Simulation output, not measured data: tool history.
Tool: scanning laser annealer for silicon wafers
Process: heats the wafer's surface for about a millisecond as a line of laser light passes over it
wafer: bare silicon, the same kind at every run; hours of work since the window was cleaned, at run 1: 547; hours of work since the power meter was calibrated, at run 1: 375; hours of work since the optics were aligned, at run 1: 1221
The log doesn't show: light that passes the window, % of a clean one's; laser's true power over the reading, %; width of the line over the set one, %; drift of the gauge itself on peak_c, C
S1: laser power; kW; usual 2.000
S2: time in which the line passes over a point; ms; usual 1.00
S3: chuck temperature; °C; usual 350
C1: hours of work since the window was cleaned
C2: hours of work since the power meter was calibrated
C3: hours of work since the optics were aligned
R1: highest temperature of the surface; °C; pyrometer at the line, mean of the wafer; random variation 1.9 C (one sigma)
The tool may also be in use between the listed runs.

run	hour	S1	S2	S3	C1	C2	C3	R1
1	0.0	2.000	1.00	350	547	375	1221	1156
2	15.0	2.000	1.00	350	556	384	1230	1154
3	31.0	2.000	1.21	350	565	393	1239	1230
4	45.3	2.092	1.21	350	574	402	1248	1278
5	61.0	2.137	1.21	350	583	411	1257	1310
6	75.5	2.137	1.21	350	591	419	1265	1307
7	97.2	2.137	1.21	350	604	432	1278	1309
# hour 100.7: window over the wafer cleaned
8	117.6	2.137	1.21	350	10	442	1289	1306
9	137.4	2.137	1.21	350	21	454	1300	1307
10	148.3	1.926	1.21	350	28	460	1306	1182
11	164.7	1.926	1.21	350	37	470	1316	1187
12	177.6	1.926	1.21	350	45	477	1323	1186
13	195.4	1.837	1.00	350	55	488	1334	1071
14	206.2	1.888	1.00	350	61	494	1340	1096
15	223.1	1.888	1.00	350	71	504	1350	1099
16	242.7	1.830	1.00	350	83	515	1361	1069
# hour 260.9: optics aligned, line set to its width
17	261.4	2.000	1.00	350	90	523	0	1157
18	270.4	2.000	1.00	350	96	528	6	1152
19	287.2	2.000	1.00	350	105	538	15	1154
20	309.0	2.000	1.00	350	118	551	28	1153
21	320.0	1.989	1.05	371	125	557	34	1187
22	335.8	2.000	1.18	346	134	566	44	1217
23	350.5	1.704	0.77	383	142	575	52	962
24	364.4	2.066	0.75	346	150	583	60	1077
25	374.6	1.814	0.74	376	156	589	66	991
26	391.1	1.814	0.74	376	166	598	76	990
27	402.4	1.814	0.74	376	172	605	82	993
28	422.6	1.799	0.79	338	184	617	94	967
29	438.9	2.000	1.21	350	194	626	103	1229
30	454.1	2.000	1.21	350	202	635	112	1232
31	465.4	2.000	1.21	350	209	642	119	1230
32	480.0	2.000	1.21	350	217	650	127	1229
33	494.9	1.989	1.00	350	226	659	136	1149
34	513.2	2.183	1.00	319	237	669	147	1220
35	533.7	2.000	1.00	330	249	681	159	1134
36	546.6	2.105	1.14	342	256	689	166	1258
37	558.9	1.880	1.00	365	263	696	173	1109
38	578.7	2.108	1.18	334	275	707	185	1261
39	594.3	2.108	0.73	334	284	716	194	1077
40	607.0	2.108	0.73	334	291	724	201	1082

How the hidden state differs across the entries between the runs, from the last listed run before each to the first after it:
Between runs 7 and 8: window over the wafer cleaned (hour 100.7)
  light that passes the window, % of a clean one's: 99.97 -> 100
Between runs 16 and 17: optics aligned, line set to its width (hour 260.9)
  width of the line over the set one, %: 0.03 -> 0
